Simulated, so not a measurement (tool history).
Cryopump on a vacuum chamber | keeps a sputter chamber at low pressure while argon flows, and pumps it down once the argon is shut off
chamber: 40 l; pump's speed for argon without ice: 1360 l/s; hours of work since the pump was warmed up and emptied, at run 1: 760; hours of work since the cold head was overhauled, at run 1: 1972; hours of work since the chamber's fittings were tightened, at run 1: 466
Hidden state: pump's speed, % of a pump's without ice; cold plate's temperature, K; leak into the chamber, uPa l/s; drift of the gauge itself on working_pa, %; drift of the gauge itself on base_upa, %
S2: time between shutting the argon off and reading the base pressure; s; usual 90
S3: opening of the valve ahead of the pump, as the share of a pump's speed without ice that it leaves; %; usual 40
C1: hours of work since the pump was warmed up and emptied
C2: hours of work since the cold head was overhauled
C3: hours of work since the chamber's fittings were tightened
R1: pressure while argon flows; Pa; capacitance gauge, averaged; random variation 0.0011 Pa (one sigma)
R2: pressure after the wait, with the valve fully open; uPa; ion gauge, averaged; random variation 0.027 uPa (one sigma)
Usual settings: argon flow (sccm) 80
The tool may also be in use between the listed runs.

run 1 hour=0 | argon_flow_(sccm)=80 S2=90 S3=40 | C1=760 C2=1972 C3=466 | R1=0.2801 R2=1.34
run 2 hour=124.3 | argon_flow_(sccm)=80 S2=90 S3=40 | C1=831 C2=2043 C3=538 | R1=0.2856 R2=1.42
run 3 hour=216 | argon_flow_(sccm)=80 S2=41 S3=40 | C1=884 C2=2096 C3=591 | R1=0.2869 R2=2.6
run 4 hour=324.1 | argon_flow_(sccm)=80 S2=90 S3=44 | C1=946 C2=2158 C3=653 | R1=0.2676 R2=1.38
run 5 hour=379.6 | argon_flow_(sccm)=80 S2=90 S3=44 | C1=978 C2=2190 C3=685 | R1=0.2691 R2=1.41
run 6 hour=471.6 | argon_flow_(sccm)=80 S2=90 S3=44 | C1=1032 C2=2243 C3=738 | R1=0.2737 R2=1.45
run 7 hour=536.9 | argon_flow_(sccm)=80 S2=90 S3=44 | C1=1069 C2=2281 C3=776 | R1=0.2766 R2=1.39
run 8 hour=636.3 | argon_flow_(sccm)=80 S2=81 S3=40 | C1=1126 C2=2338 C3=833 | R1=0.3027 R2=1.54
-- hour=679.6 pump warmed up, emptied and cooled again
run 9 hour=705.4 | argon_flow_(sccm)=80 S2=81 S3=40 | C1=15 C2=2375 C3=870 | R1=0.2522 R2=1.44
run 10 hour=775.8 | argon_flow_(sccm)=80 S2=81 S3=40 | C1=55 C2=2416 C3=910 | R1=0.2514 R2=1.43
run 11 hour=880.8 | argon_flow_(sccm)=80 S2=81 S3=40 | C1=116 C2=2476 C3=971 | R1=0.2542 R2=1.43
run 12 hour=986 | argon_flow_(sccm)=80 S2=90 S3=19 | C1=177 C2=2537 C3=1032 | R1=0.5332 R2=1.39
run 13 hour=1043.4 | argon_flow_(sccm)=80 S2=90 S3=22 | C1=210 C2=2570 C3=1065 | R1=0.4625 R2=1.36
run 14 hour=1145.5 | argon_flow_(sccm)=80 S2=90 S3=22 | C1=269 C2=2629 C3=1124 | R1=0.4605 R2=1.33
run 15 hour=1203.2 | argon_flow_(sccm)=80 S2=90 S3=22 | C1=302 C2=2662 C3=1157 | R1=0.4643 R2=1.41
run 16 hour=1268.5 | argon_flow_(sccm)=80 S2=90 S3=22 | C1=339 C2=2700 C3=1194 | R1=0.4699 R2=1.42
run 17 hour=1353.8 | argon_flow_(sccm)=43 S2=117 S3=57 | C1=389 C2=2749 C3=1244 | R1=0.1019 R2=1.18
run 18 hour=1461.6 | argon_flow_(sccm)=55 S2=90 S3=24 | C1=451 C2=2811 C3=1306 | R1=0.2981 R2=1.43
run 19 hour=1519.7 | argon_flow_(sccm)=55 S2=90 S3=24 | C1=484 C2=2845 C3=1339 | R1=0.297 R2=1.42
run 20 hour=1627.5 | argon_flow_(sccm)=92 S2=101 S3=24 | C1=546 C2=2907 C3=1401 | R1=0.5017 R2=1.31
run 21 hour=1740.5 | argon_flow_(sccm)=92 S2=101 S3=24 | C1=612 C2=2972 C3=1466 | R1=0.5055 R2=1.44
run 22 hour=1823.9 | argon_flow_(sccm)=36 S2=197 S3=40 | C1=660 C2=3020 C3=1515 | R1=0.1234 R2=0.97
run 23 hour=1899.1 | argon_flow_(sccm)=36 S2=197 S3=40 | C1=703 C2=3064 C3=1558 | R1=0.1235 R2=1.03
run 24 hour=2024.4 | argon_flow_(sccm)=107 S2=242 S3=32 | C1=775 C2=3136 C3=1630 | R1=0.459 R2=0.93
run 25 hour=2140.5 | argon_flow_(sccm)=56 S2=53 S3=16 | C1=842 C2=3203 C3=1697 | R1=0.4611 R2=2.24
run 26 hour=2251.7 | argon_flow_(sccm)=109 S2=60 S3=57 | C1=906 C2=3267 C3=1761 | R1=0.2933 R2=2.12
run 27 hour=2333.1 | argon_flow_(sccm)=53 S2=167 S3=24 | C1=953 C2=3314 C3=1808 | R1=0.3026 R2=1.17
run 28 hour=2403.6 | argon_flow_(sccm)=35 S2=22 S3=40 | C1=994 C2=3354 C3=1849 | R1=0.1279 R2=4.69
run 29 hour=2475.8 | argon_flow_(sccm)=42 S2=25 S3=44 | C1=1035 C2=3396 C3=1890 | R1=0.1433 R2=4.05
run 30 hour=2553.7 | argon_flow_(sccm)=135 S2=105 S3=52 | C1=1080 C2=3441 C3=1935 | R1=0.4037 R2=1.5
-- hour=2678 pump warmed up, emptied and cooled again
run 31 hour=2678.2 | argon_flow_(sccm)=56 S2=123 S3=40 | C1=0 C2=3510 C3=2004 | R1=0.1766 R2=1.26
run 32 hour=2734 | argon_flow_(sccm)=56 S2=123 S3=40 | C1=32 C2=3542 C3=2036 | R1=0.1767 R2=1.16

4 ways to go on from here, each from the tool as it stands after run 32. What would each give?
run A hour=2829.4 | argon_flow_(sccm)=94 S2=73 S3=40 | C1=87 C2=3597 C3=2091 | R1=? R2=?
run B hour=2829.4 | argon_flow_(sccm)=113 S2=90 S3=29 | C1=87 C2=3597 C3=2091 | R1=? R2=?
run C hour=2829.4 | argon_flow_(sccm)=85 S2=103 S3=41 | C1=87 C2=3597 C3=2091 | R1=? R2=?
run D hour=2829.4 | argon_flow_(sccm)=39 S2=90 S3=24 | C1=87 C2=3597 C3=2091 | R1=? R2=?

run=A R1=0.2999 R2=1.69
run=B R1=0.494 R2=1.47
run=C R1=0.2634 R2=1.36
run=D R1=0.2046 R2=1.52
Without the tool's hidden state the same runs would have given:
run=A R1=0.2921 R2=1.39
run=B R1=0.4847 R2=1.17
run=C R1=0.2564 R2=1.06
run=D R1=0.2013 R2=1.21
